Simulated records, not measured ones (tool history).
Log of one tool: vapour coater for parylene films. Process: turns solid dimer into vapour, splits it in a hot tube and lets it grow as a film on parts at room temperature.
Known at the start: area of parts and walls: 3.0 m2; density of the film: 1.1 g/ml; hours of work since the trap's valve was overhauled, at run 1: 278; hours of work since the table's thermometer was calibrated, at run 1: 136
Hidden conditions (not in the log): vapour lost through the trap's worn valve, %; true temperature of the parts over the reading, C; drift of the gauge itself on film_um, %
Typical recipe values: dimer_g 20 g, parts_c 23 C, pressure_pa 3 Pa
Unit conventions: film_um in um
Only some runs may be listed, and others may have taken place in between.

run,day,dimer_g,parts_c,pressure_pa,hours of work since the trap's valve was overhauled,hours of work since the table's thermometer was calibrated,film_um
1,0,20,23,3,278,136,5.14
2,0.55,20,29,3,284,143,3.81
3,1.088,33,23,3,290,149,8.44
4,1.496,33,23,3,294,153,8.53
5,2.067,33,23,3,301,159,8.46
6,2.438,33,23,3,305,164,8.46
7,3.092,33,23,3,312,171,8.44
8,3.517,33,23,3,317,176,8.55
9,4.196,33,23,3,324,183,8.55
10,4.592,20,23,3,329,187,5.15
11,5.108,20,23,3,335,193,5.18

Estimate the outcome of run 12 from the log above:
12,5.621,26,23,3,340,199,?

film_um: 6.69 um
Minus the tool's unlogged condition, the same run would have read film_um 6.64 um.
